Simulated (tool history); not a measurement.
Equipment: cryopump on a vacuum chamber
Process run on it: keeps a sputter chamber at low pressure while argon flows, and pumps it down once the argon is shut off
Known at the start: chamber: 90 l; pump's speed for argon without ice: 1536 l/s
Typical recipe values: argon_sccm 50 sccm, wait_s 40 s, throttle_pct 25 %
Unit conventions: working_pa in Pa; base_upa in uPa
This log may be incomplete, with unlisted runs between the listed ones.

{"run": 1, "day": 0.0, "argon_sccm": 50, "wait_s": 40, "throttle_pct": 25, "working_pa": 0.2234, "base_upa": 2.1}
{"run": 2, "day": 2.317, "argon_sccm": 50, "wait_s": 40, "throttle_pct": 25, "working_pa": 0.225, "base_upa": 2.12}
{"run": 3, "day": 4.108, "argon_sccm": 27, "wait_s": 40, "throttle_pct": 25, "working_pa": 0.122, "base_upa": 2.17}
{"run": 4, "day": 6.429, "argon_sccm": 27, "wait_s": 40, "throttle_pct": 25, "working_pa": 0.1219, "base_upa": 2.19}
{"run": 5, "day": 9.808, "argon_sccm": 50, "wait_s": 40, "throttle_pct": 25, "working_pa": 0.2273, "base_upa": 2.14}
{"run": 6, "day": 13.229, "argon_sccm": 50, "wait_s": 40, "throttle_pct": 25, "working_pa": 0.228, "base_upa": 2.23}
{"day": 15.75, "done": "pump warmed up, emptied and cooled again"}
{"run": 7, "day": 15.792, "argon_sccm": 50, "wait_s": 52, "throttle_pct": 25, "working_pa": 0.2208, "base_upa": 1.81}
{"run": 8, "day": 18.492, "argon_sccm": 24, "wait_s": 139, "throttle_pct": 22, "working_pa": 0.121, "base_upa": 0.98}
{"run": 9, "day": 21.867, "argon_sccm": 24, "wait_s": 139, "throttle_pct": 22, "working_pa": 0.1206, "base_upa": 0.99}
{"run": 10, "day": 23.988, "argon_sccm": 24, "wait_s": 139, "throttle_pct": 22, "working_pa": 0.121, "base_upa": 1.03}
{"run": 11, "day": 25.708, "argon_sccm": 32, "wait_s": 40, "throttle_pct": 25, "working_pa": 0.1433, "base_upa": 2.29}
{"run": 12, "day": 28.058, "argon_sccm": 32, "wait_s": 177, "throttle_pct": 40, "working_pa": 0.0906, "base_upa": 0.94}
{"run": 13, "day": 30.304, "argon_sccm": 32, "wait_s": 177, "throttle_pct": 40, "working_pa": 0.0906, "base_upa": 1.0}
{"run": 14, "day": 32.504, "argon_sccm": 32, "wait_s": 177, "throttle_pct": 40, "working_pa": 0.0921, "base_upa": 0.95}

4 ways to go on from here, each from the tool as it stands after run 14. What would each give?
{"run": "A", "day": 34.721, "argon_sccm": 32, "wait_s": 45, "throttle_pct": 30, "working_pa": "?", "base_upa": "?"}
{"run": "B", "day": 34.721, "argon_sccm": 22, "wait_s": 177, "throttle_pct": 33, "working_pa": "?", "base_upa": "?"}
{"run": "C", "day": 34.721, "argon_sccm": 32, "wait_s": 241, "throttle_pct": 22, "working_pa": "?", "base_upa": "?"}
{"run": "D", "day": 34.721, "argon_sccm": 91, "wait_s": 80, "throttle_pct": 39, "working_pa": "?", "base_upa": "?"}

run=A working_pa=0.1220 base_upa=2.15
run=B working_pa=0.0757 base_upa=1.03
run=C working_pa=0.1636 base_upa=0.91
run=D working_pa=0.2673 base_upa=1.45
With no hidden state in the tool, these same runs would have given:
run=A working_pa=0.1180 base_upa=1.74
run=B working_pa=0.0729 base_upa=0.61
run=C working_pa=0.1595 base_upa=0.49
run=D working_pa=0.2558 base_upa=1.05

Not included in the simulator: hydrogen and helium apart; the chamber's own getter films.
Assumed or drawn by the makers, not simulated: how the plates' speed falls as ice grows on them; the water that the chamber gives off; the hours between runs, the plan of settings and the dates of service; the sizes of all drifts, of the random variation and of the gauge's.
